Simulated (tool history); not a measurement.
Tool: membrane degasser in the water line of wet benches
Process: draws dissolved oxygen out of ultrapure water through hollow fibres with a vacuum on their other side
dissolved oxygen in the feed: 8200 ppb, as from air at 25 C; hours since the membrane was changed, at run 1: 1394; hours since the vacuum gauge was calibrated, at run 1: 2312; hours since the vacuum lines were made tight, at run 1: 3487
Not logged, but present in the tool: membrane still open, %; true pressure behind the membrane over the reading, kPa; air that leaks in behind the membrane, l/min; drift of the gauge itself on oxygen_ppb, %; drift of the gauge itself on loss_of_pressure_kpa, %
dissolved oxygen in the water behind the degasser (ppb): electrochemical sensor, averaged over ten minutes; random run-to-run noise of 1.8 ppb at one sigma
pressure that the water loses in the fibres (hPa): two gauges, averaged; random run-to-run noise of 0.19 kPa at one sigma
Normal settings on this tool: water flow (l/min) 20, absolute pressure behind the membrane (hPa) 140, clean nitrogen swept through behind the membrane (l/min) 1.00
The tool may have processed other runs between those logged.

run,hour,water flow (l/min),absolute pressure behind the membrane (hPa),clean nitrogen swept through behind the membrane (l/min),hours since the membrane was changed,hours since the vacuum gauge was calibrated,hours since the vacuum lines were made tight,dissolved oxygen in the water behind the degasser (ppb),pressure that the water loses in the fibres (hPa)
1,0.0,20,140,1.00,1394,2312,3487,461.9,368.5
2,140.7,20,140,1.00,1535,2452,3628,459.7,366.9
3,309.6,20,140,1.00,1704,2621,3797,463.5,367.5
4,477.2,20,300,1.00,1871,2789,3965,1064.1,370.9
5,650.4,20,140,1.00,2044,2962,4138,463.2,368.4
6,804.1,20,140,1.00,2198,3116,4291,459.1,370.5
7,956.8,20,140,1.00,2351,3268,4444,461.2,370.9
8,1058.6,20,140,1.00,2453,3370,4546,462.6,368.8
9,1170.4,20,140,1.00,2564,3482,4658,461.0,370.2
10,1274.1,20,140,1.00,2668,3586,4761,463.1,369.5
11,1430.2,20,140,1.00,2824,3742,4918,461.3,370.3
12,1552.8,21,140,1.00,2947,3864,5040,478.4,389.0
13,1712.0,21,140,1.00,3106,4024,5199,478.2,389.5
14,1926.0,21,140,1.00,3320,4238,5413,477.0,386.6
15,2044.8,20,140,1.20,3439,4356,5532,393.6,372.0
16,2158.2,20,140,1.20,3552,4470,5645,395.1,369.3
17,2260.4,32,140,1.02,3654,4572,5748,679.9,590.3
18,2435.8,32,140,1.02,3830,4747,5923,688.0,587.9
19,2546.2,32,140,1.02,3940,4858,6034,682.9,594.2
20,2674.5,16,329,1.00,4069,4986,6162,978.7,294.9
21,2799.3,31,329,2.10,4193,5111,6287,917.8,568.7
22,2958.9,16,102,2.57,4353,5270,6446,105.1,295.8
23,3082.6,16,102,2.57,4477,5394,6570,105.8,294.8
24,3208.8,31,86,2.47,4603,5520,6696,176.6,571.7
25,3341.1,31,86,2.47,4735,5653,6828,176.8,573.5
26,3529.8,14,219,1.02,4924,5841,7017,554.3,257.2
27,3663.1,14,219,1.02,5057,5975,7150,555.6,260.4
28,3880.5,25,288,1.95,5275,6192,7368,708.2,460.2
29,3995.3,31,93,1.95,5389,6307,7483,238.9,572.1
30,4134.9,20,114,1.73,5529,6446,7622,221.7,370.8

4 options for the next run, each taken on its own from the tool as it stands now. Forecast them:
A,4278.7,17,114,0.75,5673,6590,7766,?,?
B,4278.7,20,140,1.87,5673,6590,7766,?,?
C,4278.7,13,114,1.73,5673,6590,7766,?,?
D,4278.7,18,140,0.90,5673,6590,7766,?,?

run,dissolved oxygen in the water behind the degasser (ppb),pressure that the water loses in the fibres (hPa)
A,389.8,312.6
B,268.5,368.4
C,145.9,241.6
D,460.8,330.1
With the hidden condition removed and each run's random variation left untouched, the same runs would have given:
run,dissolved oxygen in the water behind the degasser (ppb),pressure that the water loses in the fibres (hPa)
A,389.7,312.4
B,268.4,368.1
C,145.9,241.5
D,460.7,330.0
